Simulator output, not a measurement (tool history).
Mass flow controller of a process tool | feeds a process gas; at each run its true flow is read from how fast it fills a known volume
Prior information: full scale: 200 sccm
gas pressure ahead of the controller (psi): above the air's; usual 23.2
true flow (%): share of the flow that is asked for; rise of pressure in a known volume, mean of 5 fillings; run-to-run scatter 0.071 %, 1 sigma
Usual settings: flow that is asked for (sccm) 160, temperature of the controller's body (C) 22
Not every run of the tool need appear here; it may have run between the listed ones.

run    hour  flow that is asked for (sccm)  gas pressure ahead of the controller (psi)  temperature of the controller's body (C)  true flow (%)
  1     0.0                            160                                        23.2                                        22          99.56
  2    86.2                            160                                        23.2                                        22          99.56
  3   168.0                            160                                        23.2                                        22          99.53
  4   287.5                            160                                        23.2                                        27         100.12
  5   369.1                            160                                        23.2                                        27         100.07
  6   443.6                            160                                        23.2                                        24          99.76
  7   584.2                             44                                        23.2                                        24          99.02
  8   719.5                            160                                        23.2                                        22          99.67
  9   786.3                            160                                        23.2                                        22          99.53
 10   906.0                            160                                        23.2                                        22          99.48
 11   981.9                            160                                        23.2                                        22          99.65
 12  1085.8                            160                                        23.2                                        22          99.54
 13  1152.2                            163                                        21.2                                        31         100.56
 14  1277.1                             21                                        22.3                                        20          98.56
 15  1379.3                            198                                        23.2                                        22          99.87
 16  1512.0                            198                                        23.2                                        22          99.95
 17  1634.8                            142                                        28.9                                        24          99.54

5 ways to go on from here, each from the tool as it stands after run 17. What would each give?
  A  1706.0                             36                                        23.2                                        24              ?
  B  1706.0                            142                                        39.0                                        35              ?
  C  1706.0                             35                                        22.3                                        34              ?
  D  1706.0                            200                                        23.2                                        21              ?
  E  1706.0                            160                                        23.2                                        21              ?

run  true flow (%)
  A          98.95
  B         100.30
  C          99.96
  D          99.72
  E          99.59
Without the tool's hidden state the same runs would have given:
run  true flow (%)
  A          98.94
  B         100.29
  C          99.95
  D          99.72
  E          99.59

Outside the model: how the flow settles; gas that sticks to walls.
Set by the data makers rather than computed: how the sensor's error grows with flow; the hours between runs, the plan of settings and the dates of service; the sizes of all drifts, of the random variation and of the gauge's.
